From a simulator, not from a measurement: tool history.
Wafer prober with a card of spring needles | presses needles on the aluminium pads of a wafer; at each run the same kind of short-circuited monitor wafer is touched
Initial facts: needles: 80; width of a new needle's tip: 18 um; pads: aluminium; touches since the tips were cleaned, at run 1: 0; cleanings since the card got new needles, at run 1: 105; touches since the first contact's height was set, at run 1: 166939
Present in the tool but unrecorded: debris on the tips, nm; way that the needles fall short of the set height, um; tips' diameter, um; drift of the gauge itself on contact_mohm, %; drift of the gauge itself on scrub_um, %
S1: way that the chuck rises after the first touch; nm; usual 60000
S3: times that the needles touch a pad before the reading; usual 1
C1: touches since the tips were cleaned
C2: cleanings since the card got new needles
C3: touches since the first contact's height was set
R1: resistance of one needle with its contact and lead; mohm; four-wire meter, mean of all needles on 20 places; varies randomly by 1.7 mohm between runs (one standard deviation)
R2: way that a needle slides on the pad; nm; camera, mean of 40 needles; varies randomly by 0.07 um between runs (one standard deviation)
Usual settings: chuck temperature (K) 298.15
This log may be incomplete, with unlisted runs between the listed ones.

run 1 hour=0.0 | S1=60000 chuck_temperature_(K)=298.15 S3=1 | C1=0 C2=105 C3=166939 | R1=168 R2=10250
-- hour=12.7 tips cleaned on abrasive film
-- hour=25.5 tips cleaned on abrasive film
run 2 hour=32.2 | S1=60000 chuck_temperature_(K)=298.15 S3=1 | C1=2871 C2=107 C3=180600 | R1=166 R2=10170
-- hour=38.6 tips cleaned on abrasive film
-- hour=54.2 tips cleaned on abrasive film
-- hour=69.5 tips cleaned on abrasive film
run 3 hour=78.0 | S1=60000 chuck_temperature_(K)=298.15 S3=1 | C1=3649 C2=110 C3=200060 | R1=167 R2=10140
-- hour=84.2 tips cleaned on abrasive film
-- hour=99.1 tips cleaned on abrasive film
-- hour=114.3 tips cleaned on abrasive film
run 4 hour=121.3 | S1=60000 chuck_temperature_(K)=319.15 S3=1 | C1=3007 C2=113 C3=218425 | R1=173 R2=10220
-- hour=127.5 tips cleaned on abrasive film
-- hour=143.3 tips cleaned on abrasive film
-- hour=158.2 tips cleaned on abrasive film
-- hour=164.9 height of the first contact set anew
run 5 hour=165.8 | S1=60000 chuck_temperature_(K)=319.15 S3=1 | C1=3092 C2=116 C3=394 | R1=171 R2=10240
-- hour=171.8 tips cleaned on abrasive film
-- hour=184.5 tips cleaned on abrasive film
-- hour=200.3 tips cleaned on abrasive film
-- hour=214.8 tips cleaned on abrasive film
run 6 hour=215.1 | S1=60000 chuck_temperature_(K)=319.15 S3=1 | C1=148 C2=120 C3=21299 | R1=171 R2=10160
-- hour=230.2 tips cleaned on abrasive film
-- hour=245.0 tips cleaned on abrasive film
run 7 hour=245.0 | S1=60000 chuck_temperature_(K)=319.15 S3=1 | C1=0 C2=122 C3=33967 | R1=168 R2=10300
-- hour=257.7 tips cleaned on abrasive film
-- hour=273.0 tips cleaned on abrasive film
-- hour=287.8 tips cleaned on abrasive film
run 8 hour=294.8 | S1=60000 chuck_temperature_(K)=319.15 S3=1 | C1=2972 C2=125 C3=55121 | R1=170 R2=10200
-- hour=301.2 tips cleaned on abrasive film
-- hour=316.4 tips cleaned on abrasive film
run 9 hour=318.4 | S1=60000 chuck_temperature_(K)=319.15 S3=1 | C1=875 C2=127 C3=65134 | R1=171 R2=10270
-- hour=331.0 tips cleaned on abrasive film
-- hour=346.1 tips cleaned on abrasive film
-- hour=358.8 tips cleaned on abrasive film
run 10 hour=358.8 | S1=60000 chuck_temperature_(K)=319.15 S3=1 | C1=0 C2=130 C3=82274 | R1=167 R2=10250
-- hour=374.0 tips cleaned on abrasive film
-- hour=389.2 tips cleaned on abrasive film
run 11 hour=396.9 | S1=60000 chuck_temperature_(K)=319.15 S3=1 | C1=3272 C2=132 C3=98452 | R1=170 R2=10260
-- hour=403.3 tips cleaned on abrasive film
-- hour=418.4 tips cleaned on abrasive film
-- hour=434.3 tips cleaned on abrasive film
run 12 hour=445.7 | S1=60000 chuck_temperature_(K)=298.15 S3=1 | C1=4901 C2=135 C3=119188 | R1=164 R2=10200
-- hour=449.0 tips cleaned on abrasive film
-- hour=463.9 tips cleaned on abrasive film
-- hour=478.0 tips cleaned on abrasive film
-- hour=493.6 tips cleaned on abrasive film
run 13 hour=502.2 | S1=60000 chuck_temperature_(K)=298.15 S3=1 | C1=3648 C2=139 C3=143131 | R1=167 R2=10280
-- hour=508.6 tips cleaned on abrasive film
-- hour=523.8 tips cleaned on abrasive film
-- hour=538.3 tips cleaned on abrasive film
-- hour=553.6 tips cleaned on abrasive film
run 14 hour=558.0 | S1=60000 chuck_temperature_(K)=298.15 S3=1 | C1=1900 C2=143 C3=166827 | R1=162 R2=10220
-- hour=567.2 tips cleaned on abrasive film
-- hour=582.4 tips cleaned on abrasive film
run 15 hour=591.7 | S1=60000 chuck_temperature_(K)=298.15 S3=1 | C1=3987 C2=145 C3=181125 | R1=167 R2=10130
-- hour=598.1 tips cleaned on abrasive film
-- hour=613.6 tips cleaned on abrasive film
run 16 hour=619.6 | S1=49000 chuck_temperature_(K)=356.15 S3=1 | C1=2561 C2=147 C3=192941 | R1=180 R2=8370
-- hour=628.6 tips cleaned on abrasive film
-- hour=643.9 tips cleaned on abrasive film
run 17 hour=654.0 | S1=44000 chuck_temperature_(K)=367.15 S3=2 | C1=4315 C2=149 C3=207578 | R1=190 R2=7470
-- hour=657.3 tips cleaned on abrasive film
-- hour=670.0 tips cleaned on abrasive film
run 18 hour=677.4 | S1=44000 chuck_temperature_(K)=367.15 S3=2 | C1=3173 C2=151 C3=217495 | R1=185 R2=7420
-- hour=683.8 tips cleaned on abrasive film
-- hour=699.7 tips cleaned on abrasive film
run 19 hour=708.5 | S1=44000 chuck_temperature_(K)=367.15 S3=2 | C1=3749 C2=153 C3=230686 | R1=187 R2=7520
-- hour=714.8 tips cleaned on abrasive film
-- hour=724.5 height of the first contact set anew
-- hour=727.8 tips cleaned on abrasive film
-- hour=742.8 tips cleaned on abrasive film
run 20 hour=751.6 | S1=73000 chuck_temperature_(K)=298.15 S3=1 | C1=3755 C2=156 C3=11475 | R1=163 R2=12480
-- hour=757.9 tips cleaned on abrasive film
-- hour=773.6 tips cleaned on abrasive film
run 21 hour=781.2 | S1=64000 chuck_temperature_(K)=347.15 S3=2 | C1=3276 C2=158 C3=24054 | R1=176 R2=10890
-- hour=787.3 tips cleaned on abrasive film
-- hour=802.2 tips cleaned on abrasive film
-- hour=817.8 tips cleaned on abrasive film
-- hour=832.9 tips cleaned on abrasive film
run 22 hour=837.2 | S1=51000 chuck_temperature_(K)=353.15 S3=2 | C1=1840 C2=162 C3=47798 | R1=181 R2=8690
-- hour=846.0 tips cleaned on abrasive film
-- hour=861.2 tips cleaned on abrasive film
-- hour=877.1 tips cleaned on abrasive film
run 23 hour=877.1 | S1=51000 chuck_temperature_(K)=353.15 S3=2 | C1=0 C2=165 C3=64709 | R1=177 R2=8650
-- hour=891.6 tips cleaned on abrasive film
-- hour=904.3 tips cleaned on abrasive film
-- hour=917.7 tips cleaned on abrasive film
run 24 hour=917.7 | S1=51000 chuck_temperature_(K)=353.15 S3=2 | C1=0 C2=168 C3=81941 | R1=184 R2=8640
-- hour=933.4 tips cleaned on abrasive film
-- hour=948.6 tips cleaned on abrasive film
-- hour=962.6 tips cleaned on abrasive film
run 25 hour=971.5 | S1=70000 chuck_temperature_(K)=310.15 S3=1 | C1=3780 C2=171 C3=104784 | R1=168 R2=11860
-- hour=977.9 tips cleaned on abrasive film
-- hour=993.0 tips cleaned on abrasive film
-- hour=1008.3 tips cleaned on abrasive film
-- hour=1022.1 tips cleaned on abrasive film
run 26 hour=1022.1 | S1=60000 chuck_temperature_(K)=329.15 S3=2 | C1=0 C2=175 C3=126249 | R1=170 R2=10190
-- hour=1034.9 tips cleaned on abrasive film
-- hour=1048.8 tips cleaned on abrasive film
-- hour=1063.6 tips cleaned on abrasive film
run 27 hour=1069.4 | S1=68000 chuck_temperature_(K)=304.15 S3=1 | C1=2496 C2=178 C3=146334 | R1=164 R2=11590
-- hour=1078.6 tips cleaned on abrasive film
-- hour=1093.4 tips cleaned on abrasive film
-- hour=1108.5 tips cleaned on abrasive film
run 28 hour=1113.4 | S1=68000 chuck_temperature_(K)=304.15 S3=1 | C1=2073 C2=181 C3=164978 | R1=165 R2=11640
-- hour=1122.0 tips cleaned on abrasive film
-- hour=1134.7 tips cleaned on abrasive film
-- hour=1149.8 tips cleaned on abrasive film
-- hour=1164.8 tips cleaned on abrasive film
run 29 hour=1167.9 | S1=74000 chuck_temperature_(K)=304.15 S3=1 | C1=1318 C2=185 C3=188094 | R1=166 R2=12440

Alternative continuations, all from the tool just after run 29; predict every row:
-- hour=1180.4 tips cleaned on abrasive film
-- hour=1193.1 tips cleaned on abrasive film
-- hour=1208.1 tips cleaned on abrasive film
run A hour=1208.1 | S1=73000 chuck_temperature_(K)=318.15 S3=1 | C1=0 C2=188 C3=205139 | R1=? R2=?
-- hour=1180.4 tips cleaned on abrasive film
-- hour=1193.1 tips cleaned on abrasive film
-- hour=1208.1 tips cleaned on abrasive film
run B hour=1208.1 | S1=60000 chuck_temperature_(K)=328.15 S3=1 | C1=0 C2=188 C3=205139 | R1=? R2=?
-- hour=1180.4 tips cleaned on abrasive film
-- hour=1193.1 tips cleaned on abrasive film
-- hour=1208.1 tips cleaned on abrasive film
run C hour=1208.1 | S1=74000 chuck_temperature_(K)=391.15 S3=1 | C1=0 C2=188 C3=205139 | R1=? R2=?

run=A R1=167 R2=12510
run=B R1=170 R2=10220
run=C R1=182 R2=12700
Take away the tool's hidden state, keep each run's random variation, and the runs would have read:
run=A R1=167 R2=12510
run=B R1=170 R2=10220
run=C R1=182 R2=12700

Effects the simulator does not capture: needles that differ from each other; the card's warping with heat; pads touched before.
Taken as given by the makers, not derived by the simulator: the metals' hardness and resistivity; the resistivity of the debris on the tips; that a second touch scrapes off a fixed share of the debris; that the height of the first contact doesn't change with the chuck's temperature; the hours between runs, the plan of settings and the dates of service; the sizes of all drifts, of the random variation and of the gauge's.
